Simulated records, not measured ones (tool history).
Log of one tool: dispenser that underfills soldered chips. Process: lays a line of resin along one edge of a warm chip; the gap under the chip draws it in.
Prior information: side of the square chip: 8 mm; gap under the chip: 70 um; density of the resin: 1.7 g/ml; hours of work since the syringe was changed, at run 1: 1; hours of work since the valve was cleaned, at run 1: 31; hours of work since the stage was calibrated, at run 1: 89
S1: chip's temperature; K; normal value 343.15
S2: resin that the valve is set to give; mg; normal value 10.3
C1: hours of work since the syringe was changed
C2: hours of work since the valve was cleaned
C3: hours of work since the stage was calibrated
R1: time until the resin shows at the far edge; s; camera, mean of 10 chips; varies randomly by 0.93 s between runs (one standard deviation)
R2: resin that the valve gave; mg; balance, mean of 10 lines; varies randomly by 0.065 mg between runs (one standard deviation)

{"run": 1, "hour": 0.0, "S1": 343.15, "S2": 10.3, "C1": 1, "C2": 31, "C3": 89, "R1": 94.7, "R2": 10.01}
{"run": 2, "hour": 9.1, "S1": 343.15, "S2": 13.2, "C1": 7, "C2": 37, "C3": 95, "R1": 136.1, "R2": 12.79}
{"hour": 11.6, "done": "new syringe of resin"}
{"run": 3, "hour": 17.2, "S1": 344.15, "S2": 13.2, "C1": 4, "C2": 42, "C3": 101, "R1": 104.4, "R2": 12.77}
{"hour": 24.1, "done": "new syringe of resin"}
{"run": 4, "hour": 24.1, "S1": 349.15, "S2": 13.2, "C1": 0, "C2": 47, "C3": 105, "R1": 71.8, "R2": 12.72}
{"run": 5, "hour": 34.2, "S1": 349.15, "S2": 13.2, "C1": 7, "C2": 53, "C3": 112, "R1": 113.2, "R2": 12.61}
{"hour": 36.7, "done": "new syringe of resin"}
{"run": 6, "hour": 39.6, "S1": 343.15, "S2": 10.3, "C1": 2, "C2": 57, "C3": 115, "R1": 101.5, "R2": 9.82}
{"run": 7, "hour": 45.3, "S1": 343.15, "S2": 10.3, "C1": 6, "C2": 61, "C3": 119, "R1": 130, "R2": 9.8}
{"hour": 49.3, "done": "new syringe of resin"}
{"run": 8, "hour": 50.6, "S1": 343.15, "S2": 10.3, "C1": 1, "C2": 64, "C3": 122, "R1": 94.1, "R2": 9.69}
{"run": 9, "hour": 56.1, "S1": 343.15, "S2": 10.3, "C1": 5, "C2": 68, "C3": 126, "R1": 117.1, "R2": 9.84}
{"hour": 62.0, "done": "new syringe of resin"}
{"run": 10, "hour": 65.5, "S1": 357.15, "S2": 9.3, "C1": 2, "C2": 74, "C3": 132, "R1": 71, "R2": 8.77}
{"hour": 74.5, "done": "new syringe of resin"}
{"run": 11, "hour": 76.2, "S1": 358.15, "S2": 13, "C1": 1, "C2": 81, "C3": 139, "R1": 58.9, "R2": 12.3}
{"run": 12, "hour": 86.0, "S1": 357.15, "S2": 9.5, "C1": 8, "C2": 87, "C3": 146, "R1": 99.4, "R2": 8.87}
{"hour": 86.9, "done": "new syringe of resin"}
{"run": 13, "hour": 92.2, "S1": 357.15, "S2": 9.5, "C1": 4, "C2": 91, "C3": 150, "R1": 79.8, "R2": 8.87}

Table of differences, measured result less the result of that run with no hidden state. Run-to-run variation is the same in both. Gauge scatter possibly is not:
The hidden state here: resin's viscosity, % of fresh resin's; dose that the valve gives, % of what is set; true chip temperature over the reading, C; drift of the gauge itself on fill_s, %; drift of the gauge itself on given_mg, %.
run=1 R1=+6.5 R2=-0.26
run=2 R1=+50.9 R2=-0.39
run=3 R1=+22.2 R2=-0.44
run=4 R1=+0 R2=-0.49
run=5 R1=+40.8 R2=-0.56
run=6 R1=+12.7 R2=-0.46
run=7 R1=+42.1 R2=-0.5
run=8 R1=+5.1 R2=-0.53
run=9 R1=+30.3 R2=-0.56
run=10 R1=+10.8 R2=-0.55
run=11 R1=+3.6 R2=-0.83
run=12 R1=+40.1 R2=-0.65
run=13 R1=+18.8 R2=-0.69
